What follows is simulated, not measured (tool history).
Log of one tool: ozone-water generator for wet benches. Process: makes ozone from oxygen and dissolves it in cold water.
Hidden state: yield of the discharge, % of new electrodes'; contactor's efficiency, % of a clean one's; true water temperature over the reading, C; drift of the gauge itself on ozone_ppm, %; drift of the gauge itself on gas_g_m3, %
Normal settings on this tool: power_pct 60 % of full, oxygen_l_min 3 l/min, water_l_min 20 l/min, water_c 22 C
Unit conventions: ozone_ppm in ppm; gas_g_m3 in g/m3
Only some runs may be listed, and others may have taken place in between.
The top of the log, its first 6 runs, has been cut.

run,hour,power_pct,oxygen_l_min,water_l_min,water_c,hours of work since the electrodes were changed,hours of work since the contactor was cleaned,hours of work since the thermometer was calibrated,ozone_ppm,gas_g_m3
7,153.7,60,3,20,22,315,3600,3414,14.8,229.9
8,183.8,60,3,20,22,344,3628,3443,14.3,228.4
9,207.3,60,3,19,22,366,3651,3465,15.2,227.6
10,235.8,69,3,20,22,393,3678,3492,15.7,248
11,272.1,60,3,23,22,428,3713,3527,12.4,228.3
12,287.6,60,3,12,22,443,3727,3542,22.9,226
13,315.6,60,3,28,22,469,3754,3568,9.9,228.3
14,352.1,60,3,28,22,504,3789,3603,10,230.2
15,383,60,3,28,22,533,3818,3633,10.1,229.7
16,398.6,60,3,20,22,548,3833,3648,14.5,228.8
17,429,60,3,20,22,577,3862,3676,14.3,228.3
18,449.7,60,3,20,22,597,3882,3696,14.6,225.6
19,467.3,60,3,20,22,614,3899,3713,14.4,227.1
20,488,66,3,19,15,634,3918,3733,17.3,241.3
21,505.7,66,2.16,19,18,650,3935,3749,16.5,297.1
22,528,60,2.23,22,22,672,3956,3771,12.8,277
23,557.8,94,3,13,22,700,3985,3799,27.9,290.8
24,585.5,43,3,16,23,726,4011,3825,15,189.9
25,609.5,43,3,16,23,749,4034,3848,14.8,192.2

Run 26 is up next; what results do you expect?
26,627,53,3.72,20,20,766,4051,3865,?,?

Logged for run 26: ozone_ppm 14.1 ppm, gas_g_m3 187.8 g/m3.
With the hidden condition absent and the run-to-run variation left alone, this run would have shown ozone_ppm 14.1 ppm, gas_g_m3 187.8 g/m3.
